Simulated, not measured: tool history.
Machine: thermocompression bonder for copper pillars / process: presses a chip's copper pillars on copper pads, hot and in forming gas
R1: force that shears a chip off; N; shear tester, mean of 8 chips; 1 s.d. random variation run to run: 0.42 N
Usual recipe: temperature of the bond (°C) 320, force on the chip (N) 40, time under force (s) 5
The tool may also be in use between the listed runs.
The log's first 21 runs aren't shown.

run 22 hour=230.1 | temperature_of_the_bond_(°C)=304 force_on_the_chip_(N)=28 time_under_force_(s)=14 | R1=96.2
run 23 hour=244 | temperature_of_the_bond_(°C)=305 force_on_the_chip_(N)=48 time_under_force_(s)=9 | R1=123.1
run 24 hour=255.2 | temperature_of_the_bond_(°C)=339 force_on_the_chip_(N)=48 time_under_force_(s)=6 | R1=131.4
run 25 hour=264.3 | temperature_of_the_bond_(°C)=343 force_on_the_chip_(N)=37 time_under_force_(s)=6 | R1=118.1
run 26 hour=274.8 | temperature_of_the_bond_(°C)=343 force_on_the_chip_(N)=37 time_under_force_(s)=6 | R1=118.9
run 27 hour=284.3 | temperature_of_the_bond_(°C)=330 force_on_the_chip_(N)=25 time_under_force_(s)=5 | R1=77.9
run 28 hour=293.6 | temperature_of_the_bond_(°C)=337 force_on_the_chip_(N)=24 time_under_force_(s)=5 | R1=78.8
run 29 hour=304.8 | temperature_of_the_bond_(°C)=299 force_on_the_chip_(N)=44 time_under_force_(s)=8 | R1=109.9
run 30 hour=317.9 | temperature_of_the_bond_(°C)=325 force_on_the_chip_(N)=26 time_under_force_(s)=5 | R1=77.5
run 31 hour=329.9 | temperature_of_the_bond_(°C)=291 force_on_the_chip_(N)=37 time_under_force_(s)=4 | R1=72.7
run 32 hour=337.7 | temperature_of_the_bond_(°C)=310 force_on_the_chip_(N)=42 time_under_force_(s)=5 | R1=101.9
-- hour=343.3 forming gas filter changed
run 33 hour=344.6 | temperature_of_the_bond_(°C)=307 force_on_the_chip_(N)=58 time_under_force_(s)=4 | R1=122.1
run 34 hour=351 | temperature_of_the_bond_(°C)=320 force_on_the_chip_(N)=56 time_under_force_(s)=11 | R1=146.2
run 35 hour=358.5 | temperature_of_the_bond_(°C)=320 force_on_the_chip_(N)=56 time_under_force_(s)=11 | R1=145.5
run 36 hour=369.7 | temperature_of_the_bond_(°C)=320 force_on_the_chip_(N)=56 time_under_force_(s)=11 | R1=145.6
run 37 hour=379.5 | temperature_of_the_bond_(°C)=329 force_on_the_chip_(N)=33 time_under_force_(s)=5 | R1=101.2
run 38 hour=393.3 | temperature_of_the_bond_(°C)=345 force_on_the_chip_(N)=45 time_under_force_(s)=3 | R1=120.3
run 39 hour=399.1 | temperature_of_the_bond_(°C)=345 force_on_the_chip_(N)=45 time_under_force_(s)=3 | R1=120.6

Branching from run 39: 4 alternative next runs. What would each branch give?
run A hour=411.6 | temperature_of_the_bond_(°C)=348 force_on_the_chip_(N)=36 time_under_force_(s)=9 | R1=?
run B hour=411.6 | temperature_of_the_bond_(°C)=334 force_on_the_chip_(N)=40 time_under_force_(s)=3 | R1=?
run C hour=411.6 | temperature_of_the_bond_(°C)=340 force_on_the_chip_(N)=46 time_under_force_(s)=5 | R1=?
run D hour=411.6 | temperature_of_the_bond_(°C)=343 force_on_the_chip_(N)=51 time_under_force_(s)=4 | R1=?

run=A R1=133.9
run=B R1=104.7
run=C R1=131.8
run=D R1=134.9
Without the tool's hidden state the same runs would have given:
run=A R1=135.1
run=B R1=105.9
run=C R1=133
run=D R1=136.1
